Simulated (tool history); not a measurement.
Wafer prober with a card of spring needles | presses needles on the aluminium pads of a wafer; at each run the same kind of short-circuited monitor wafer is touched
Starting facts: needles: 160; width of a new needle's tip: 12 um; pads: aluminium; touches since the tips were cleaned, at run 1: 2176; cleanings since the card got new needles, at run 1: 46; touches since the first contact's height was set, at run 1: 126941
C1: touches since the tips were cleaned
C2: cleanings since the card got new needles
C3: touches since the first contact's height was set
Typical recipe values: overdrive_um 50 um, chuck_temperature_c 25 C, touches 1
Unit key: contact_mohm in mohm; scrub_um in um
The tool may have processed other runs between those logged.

{"run": 1, "day": 0.0, "overdrive_um": 50, "chuck_temperature_c": 25, "touches": 1, "C1": 2176, "C2": 46, "C3": 126941, "contact_mohm": 179, "scrub_um": 12.11}
{"day": 0.042, "done": "tips cleaned on abrasive film"}
{"day": 0.229, "done": "tips cleaned on abrasive film"}
{"day": 0.379, "done": "tips cleaned on abrasive film"}
{"day": 0.533, "done": "tips cleaned on abrasive film"}
{"day": 0.721, "done": "tips cleaned on abrasive film"}
{"day": 0.871, "done": "tips cleaned on abrasive film"}
{"day": 1.058, "done": "tips cleaned on abrasive film"}
{"day": 1.246, "done": "tips cleaned on abrasive film"}
{"day": 1.433, "done": "tips cleaned on abrasive film"}
{"run": 2, "day": 1.479, "overdrive_um": 50, "chuck_temperature_c": 25, "touches": 1, "C1": 724, "C2": 55, "C3": 151491, "contact_mohm": 149, "scrub_um": 11.97}
{"day": 1.592, "done": "tips cleaned on abrasive film"}
{"day": 1.746, "done": "tips cleaned on abrasive film"}
{"day": 1.896, "done": "tips cleaned on abrasive film"}
{"day": 2.046, "done": "tips cleaned on abrasive film"}
{"day": 2.233, "done": "tips cleaned on abrasive film"}
{"day": 2.421, "done": "tips cleaned on abrasive film"}
{"day": 2.575, "done": "tips cleaned on abrasive film"}
{"day": 2.725, "done": "tips cleaned on abrasive film"}
{"day": 2.912, "done": "tips cleaned on abrasive film"}
{"day": 3.067, "done": "tips cleaned on abrasive film"}
{"day": 3.254, "done": "tips cleaned on abrasive film"}
{"run": 3, "day": 3.383, "overdrive_um": 50, "chuck_temperature_c": 74, "touches": 1, "C1": 2250, "C2": 66, "C3": 183211, "contact_mohm": 192, "scrub_um": 11.87}
{"day": 3.425, "done": "tips cleaned on abrasive film"}
{"day": 3.579, "done": "tips cleaned on abrasive film"}
{"day": 3.738, "done": "height of the first contact set anew"}
{"day": 3.779, "done": "tips cleaned on abrasive film"}
{"day": 3.929, "done": "tips cleaned on abrasive film"}
{"day": 4.079, "done": "tips cleaned on abrasive film"}
{"day": 4.267, "done": "tips cleaned on abrasive film"}
{"day": 4.458, "done": "tips cleaned on abrasive film"}
{"day": 4.646, "done": "tips cleaned on abrasive film"}
{"run": 4, "day": 4.717, "overdrive_um": 50, "chuck_temperature_c": 57, "touches": 1, "C1": 1246, "C2": 74, "C3": 16293, "contact_mohm": 170, "scrub_um": 11.3}
{"day": 4.833, "done": "tips cleaned on abrasive film"}
{"day": 4.983, "done": "tips cleaned on abrasive film"}
{"day": 5.171, "done": "tips cleaned on abrasive film"}
{"day": 5.325, "done": "tips cleaned on abrasive film"}
{"day": 5.475, "done": "tips cleaned on abrasive film"}
{"day": 5.662, "done": "tips cleaned on abrasive film"}
{"run": 5, "day": 5.792, "overdrive_um": 50, "chuck_temperature_c": 57, "touches": 1, "C1": 2205, "C2": 80, "C3": 34173, "contact_mohm": 205, "scrub_um": 11.32}
{"day": 5.833, "done": "tips cleaned on abrasive film"}
{"day": 5.983, "done": "tips cleaned on abrasive film"}
{"day": 6.133, "done": "tips cleaned on abrasive film"}
{"day": 6.325, "done": "tips cleaned on abrasive film"}
{"day": 6.512, "done": "tips cleaned on abrasive film"}
{"day": 6.662, "done": "tips cleaned on abrasive film"}
{"day": 6.812, "done": "tips cleaned on abrasive film"}
{"day": 6.967, "done": "tips cleaned on abrasive film"}
{"day": 7.154, "done": "tips cleaned on abrasive film"}
{"day": 7.342, "done": "tips cleaned on abrasive film"}
{"run": 6, "day": 7.408, "overdrive_um": 50, "chuck_temperature_c": 57, "touches": 1, "C1": 1113, "C2": 90, "C3": 60992, "contact_mohm": 177, "scrub_um": 11.0}
{"day": 7.521, "done": "tips cleaned on abrasive film"}
{"day": 7.671, "done": "tips cleaned on abrasive film"}
{"day": 7.825, "done": "tips cleaned on abrasive film"}
{"day": 7.975, "done": "tips cleaned on abrasive film"}
{"day": 8.125, "done": "tips cleaned on abrasive film"}
{"day": 8.317, "done": "tips cleaned on abrasive film"}
{"day": 8.467, "done": "tips cleaned on abrasive film"}
{"run": 7, "day": 8.583, "overdrive_um": 51, "chuck_temperature_c": 25, "touches": 1, "C1": 2017, "C2": 97, "C3": 80564, "contact_mohm": 204, "scrub_um": 11.16}
{"day": 8.625, "done": "tips cleaned on abrasive film"}
{"day": 8.812, "done": "tips cleaned on abrasive film"}
{"day": 9.0, "done": "tips cleaned on abrasive film"}
{"day": 9.154, "done": "tips cleaned on abrasive film"}
{"day": 9.304, "done": "tips cleaned on abrasive film"}
{"day": 9.462, "done": "height of the first contact set anew, once more"}
{"day": 9.504, "done": "tips cleaned on abrasive film"}
{"day": 9.654, "done": "tips cleaned on abrasive film"}
{"day": 9.846, "done": "tips cleaned on abrasive film"}
{"day": 10.033, "done": "tips cleaned on abrasive film"}
{"day": 10.183, "done": "tips cleaned on abrasive film"}
{"day": 10.371, "done": "tips cleaned on abrasive film"}
{"run": 8, "day": 10.433, "overdrive_um": 50, "chuck_temperature_c": 25, "touches": 1, "C1": 1068, "C2": 108, "C3": 16115, "contact_mohm": 165, "scrub_um": 13.22}
{"day": 10.55, "done": "tips cleaned on abrasive film"}
{"day": 10.7, "done": "tips cleaned on abrasive film"}
{"day": 10.85, "done": "tips cleaned on abrasive film"}
{"day": 11.038, "done": "tips cleaned on abrasive film"}
{"day": 11.229, "done": "tips cleaned on abrasive film"}
{"day": 11.379, "done": "tips cleaned on abrasive film"}
{"day": 11.567, "done": "tips cleaned on abrasive film"}
{"day": 11.717, "done": "tips cleaned on abrasive film"}
{"day": 11.908, "done": "tips cleaned on abrasive film"}
{"day": 12.096, "done": "tips cleaned on abrasive film"}
{"run": 9, "day": 12.212, "overdrive_um": 50, "chuck_temperature_c": 25, "touches": 1, "C1": 2017, "C2": 118, "C3": 45719, "contact_mohm": 190, "scrub_um": 12.9}
{"day": 12.254, "done": "tips cleaned on abrasive film"}
{"day": 12.442, "done": "tips cleaned on abrasive film"}
{"day": 12.592, "done": "tips cleaned on abrasive film"}
{"day": 12.746, "done": "tips cleaned on abrasive film"}
{"day": 12.933, "done": "tips cleaned on abrasive film"}
{"day": 13.083, "done": "tips cleaned on abrasive film"}
{"day": 13.233, "done": "tips cleaned on abrasive film"}
{"day": 13.388, "done": "tips cleaned on abrasive film"}
{"day": 13.575, "done": "tips cleaned on abrasive film"}
{"day": 13.725, "done": "tips cleaned on abrasive film"}
{"run": 10, "day": 13.85, "overdrive_um": 63, "chuck_temperature_c": 25, "touches": 1, "C1": 2111, "C2": 128, "C3": 72910, "contact_mohm": 157, "scrub_um": 16.37}
{"day": 13.892, "done": "tips cleaned on abrasive film"}
{"day": 14.079, "done": "tips cleaned on abrasive film"}
{"day": 14.229, "done": "tips cleaned on abrasive film"}
{"day": 14.417, "done": "tips cleaned on abrasive film"}
{"day": 14.571, "done": "tips cleaned on abrasive film"}
{"day": 14.721, "done": "tips cleaned on abrasive film"}
{"day": 14.908, "done": "tips cleaned on abrasive film"}
{"day": 15.096, "done": "tips cleaned on abrasive film"}
{"day": 15.283, "done": "tips cleaned on abrasive film"}
{"day": 15.438, "done": "tips cleaned on abrasive film"}
{"run": 11, "day": 15.575, "overdrive_um": 37, "chuck_temperature_c": 42, "touches": 1, "C1": 2385, "C2": 138, "C3": 101630, "contact_mohm": 285, "scrub_um": 9.26}
{"day": 15.617, "done": "tips cleaned on abrasive film"}
{"day": 15.767, "done": "tips cleaned on abrasive film"}
{"day": 15.921, "done": "tips cleaned on abrasive film"}
{"day": 16.108, "done": "tips cleaned on abrasive film"}
{"day": 16.296, "done": "tips cleaned on abrasive film"}
{"day": 16.483, "done": "tips cleaned on abrasive film"}
{"day": 16.638, "done": "tips cleaned on abrasive film"}
{"day": 16.788, "done": "tips cleaned on abrasive film"}
{"day": 16.975, "done": "tips cleaned on abrasive film"}
{"day": 17.125, "done": "tips cleaned on abrasive film"}
{"day": 17.312, "done": "tips cleaned on abrasive film"}
{"run": 12, "day": 17.312, "overdrive_um": 53, "chuck_temperature_c": 42, "touches": 2, "C1": 0, "C2": 149, "C3": 130469, "contact_mohm": 126, "scrub_um": 13.07}
{"day": 17.467, "done": "tips cleaned on abrasive film"}
{"day": 17.654, "done": "tips cleaned on abrasive film"}
{"day": 17.842, "done": "tips cleaned on abrasive film"}
{"day": 17.992, "done": "tips cleaned on abrasive film"}
{"day": 18.146, "done": "tips cleaned on abrasive film"}
{"run": 13, "day": 18.204, "overdrive_um": 53, "chuck_temperature_c": 91, "touches": 2, "C1": 989, "C2": 154, "C3": 145251, "contact_mohm": 156, "scrub_um": 12.69}
{"day": 18.317, "done": "tips cleaned on abrasive film"}
{"day": 18.467, "done": "tips cleaned on abrasive film"}
{"day": 18.621, "done": "tips cleaned on abrasive film"}
{"day": 18.808, "done": "tips cleaned on abrasive film"}
{"day": 18.958, "done": "tips cleaned on abrasive film"}
{"day": 19.146, "done": "tips cleaned on abrasive film"}
{"day": 19.333, "done": "tips cleaned on abrasive film"}
{"day": 19.525, "done": "tips cleaned on abrasive film"}
{"day": 19.712, "done": "tips cleaned on abrasive film"}
{"day": 19.862, "done": "tips cleaned on abrasive film"}
{"day": 20.012, "done": "tips cleaned on abrasive film"}
{"run": 14, "day": 20.096, "overdrive_um": 38, "chuck_temperature_c": 118, "touches": 1, "C1": 1364, "C2": 165, "C3": 176710, "contact_mohm": 260, "scrub_um": 8.42}
{"day": 20.171, "done": "tips cleaned on abrasive film"}
{"day": 20.325, "done": "tips cleaned on abrasive film"}
{"day": 20.475, "done": "tips cleaned on abrasive film"}
{"day": 20.662, "done": "tips cleaned on abrasive film"}
{"day": 20.85, "done": "tips cleaned on abrasive film"}
{"day": 20.862, "done": "height of the first contact set anew"}
{"day": 21.012, "done": "tips cleaned on abrasive film"}
{"day": 21.204, "done": "tips cleaned on abrasive film"}
{"day": 21.354, "done": "tips cleaned on abrasive film"}
{"day": 21.504, "done": "tips cleaned on abrasive film"}
{"day": 21.658, "done": "tips cleaned on abrasive film"}
{"day": 21.846, "done": "tips cleaned on abrasive film"}
{"run": 15, "day": 21.858, "overdrive_um": 31, "chuck_temperature_c": 73, "touches": 2, "C1": 257, "C2": 176, "C3": 16557, "contact_mohm": 172, "scrub_um": 7.95}
{"day": 22.012, "done": "tips cleaned on abrasive film"}
{"day": 22.162, "done": "tips cleaned on abrasive film"}
{"day": 22.312, "done": "tips cleaned on abrasive film"}
{"day": 22.5, "done": "tips cleaned on abrasive film"}
{"day": 22.654, "done": "tips cleaned on abrasive film"}
{"day": 22.804, "done": "tips cleaned on abrasive film"}
{"day": 22.992, "done": "tips cleaned on abrasive film"}
{"day": 23.142, "done": "tips cleaned on abrasive film"}
{"day": 23.296, "done": "tips cleaned on abrasive film"}
{"day": 23.446, "done": "tips cleaned on abrasive film"}
{"day": 23.596, "done": "tips cleaned on abrasive film"}
{"day": 23.788, "done": "tips cleaned on abrasive film"}
{"run": 16, "day": 23.804, "overdrive_um": 50, "chuck_temperature_c": 114, "touches": 1, "C1": 346, "C2": 188, "C3": 48879, "contact_mohm": 158, "scrub_um": 12.81}

Consider 4 possible next runs. They are alternatives, not a sequence: every one starts from the tool as it was left by run 16. What does each give?
{"day": 23.958, "done": "tips cleaned on abrasive film"}
{"day": 24.108, "done": "tips cleaned on abrasive film"}
{"day": 24.258, "done": "tips cleaned on abrasive film"}
{"day": 24.412, "done": "tips cleaned on abrasive film"}
{"day": 24.562, "done": "tips cleaned on abrasive film"}
{"run": "A", "day": 24.704, "overdrive_um": 50, "chuck_temperature_c": 28, "touches": 2, "C1": 2394, "C2": 193, "C3": 63813, "contact_mohm": "?", "scrub_um": "?"}
{"day": 23.958, "done": "tips cleaned on abrasive film"}
{"day": 24.108, "done": "tips cleaned on abrasive film"}
{"day": 24.258, "done": "tips cleaned on abrasive film"}
{"day": 24.412, "done": "tips cleaned on abrasive film"}
{"day": 24.562, "done": "tips cleaned on abrasive film"}
{"run": "B", "day": 24.704, "overdrive_um": 68, "chuck_temperature_c": 92, "touches": 2, "C1": 2394, "C2": 193, "C3": 63813, "contact_mohm": "?", "scrub_um": "?"}
{"day": 23.958, "done": "tips cleaned on abrasive film"}
{"day": 24.108, "done": "tips cleaned on abrasive film"}
{"day": 24.258, "done": "tips cleaned on abrasive film"}
{"day": 24.412, "done": "tips cleaned on abrasive film"}
{"day": 24.562, "done": "tips cleaned on abrasive film"}
{"run": "C", "day": 24.704, "overdrive_um": 51, "chuck_temperature_c": 116, "touches": 1, "C1": 2394, "C2": 193, "C3": 63813, "contact_mohm": "?", "scrub_um": "?"}
{"day": 23.958, "done": "tips cleaned on abrasive film"}
{"day": 24.108, "done": "tips cleaned on abrasive film"}
{"day": 24.258, "done": "tips cleaned on abrasive film"}
{"day": 24.412, "done": "tips cleaned on abrasive film"}
{"day": 24.562, "done": "tips cleaned on abrasive film"}
{"run": "D", "day": 24.704, "overdrive_um": 66, "chuck_temperature_c": 114, "touches": 1, "C1": 2394, "C2": 193, "C3": 63813, "contact_mohm": "?", "scrub_um": "?"}

run=A contact_mohm=181 scrub_um=12.66
run=B contact_mohm=154 scrub_um=17.54
run=C contact_mohm=217 scrub_um=12.79
run=D contact_mohm=180 scrub_um=17.00
Had the tool no hidden state, the same runs would have come out as:
run=A contact_mohm=116 scrub_um=13.11
run=B contact_mohm=118 scrub_um=17.99
run=C contact_mohm=128 scrub_um=13.24
run=D contact_mohm=124 scrub_um=17.45
